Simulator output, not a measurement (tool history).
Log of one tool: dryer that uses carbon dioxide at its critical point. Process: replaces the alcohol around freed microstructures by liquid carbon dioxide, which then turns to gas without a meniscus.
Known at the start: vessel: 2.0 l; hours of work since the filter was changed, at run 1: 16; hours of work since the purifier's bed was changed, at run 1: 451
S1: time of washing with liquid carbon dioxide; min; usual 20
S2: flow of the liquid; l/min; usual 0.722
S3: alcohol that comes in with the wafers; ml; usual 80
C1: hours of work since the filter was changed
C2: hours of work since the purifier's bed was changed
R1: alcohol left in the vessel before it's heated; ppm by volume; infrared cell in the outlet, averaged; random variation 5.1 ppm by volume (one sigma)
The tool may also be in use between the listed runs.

run 1 day=0 | S1=20 S2=0.722 S3=80 | C1=16 C2=451 | R1=95
run 2 day=0.308 | S1=20 S2=0.722 S3=80 | C1=22 C2=457 | R1=95
run 3 day=0.762 | S1=20 S2=0.722 S3=80 | C1=30 C2=465 | R1=107
run 4 day=1.15 | S1=13 S2=0.722 S3=80 | C1=38 C2=473 | R1=699
run 5 day=1.562 | S1=13 S2=0.722 S3=80 | C1=46 C2=480 | R1=697
run 6 day=2.179 | S1=13 S2=0.722 S3=80 | C1=57 C2=492 | R1=711
run 7 day=2.654 | S1=20 S2=0.722 S3=55 | C1=66 C2=501 | R1=88
run 8 day=3.254 | S1=20 S2=0.722 S3=55 | C1=78 C2=513 | R1=93
run 9 day=3.9 | S1=20 S2=0.722 S3=55 | C1=90 C2=525 | R1=90
run 10 day=4.188 | S1=21 S2=0.97 S3=118 | C1=95 C2=530 | R1=34
run 11 day=4.604 | S1=29 S2=0.957 S3=58 | C1=103 C2=538 | R1=37
run 12 day=4.921 | S1=28 S2=0.449 S3=87 | C1=109 C2=544 | R1=320
run 13 day=5.35 | S1=28 S2=0.449 S3=87 | C1=117 C2=552 | R1=303
run 14 day=5.754 | S1=27 S2=0.508 S3=103 | C1=125 C2=560 | R1=245

The next listed run, before its measurement:
run 15 day=6.383 | S1=21 S2=1.15 S3=80 | C1=137 C2=572 | R1=?

{"run 15": {"R1": 37}}
Without the tool's hidden state the same run would have given R1 9 ppm by volume.
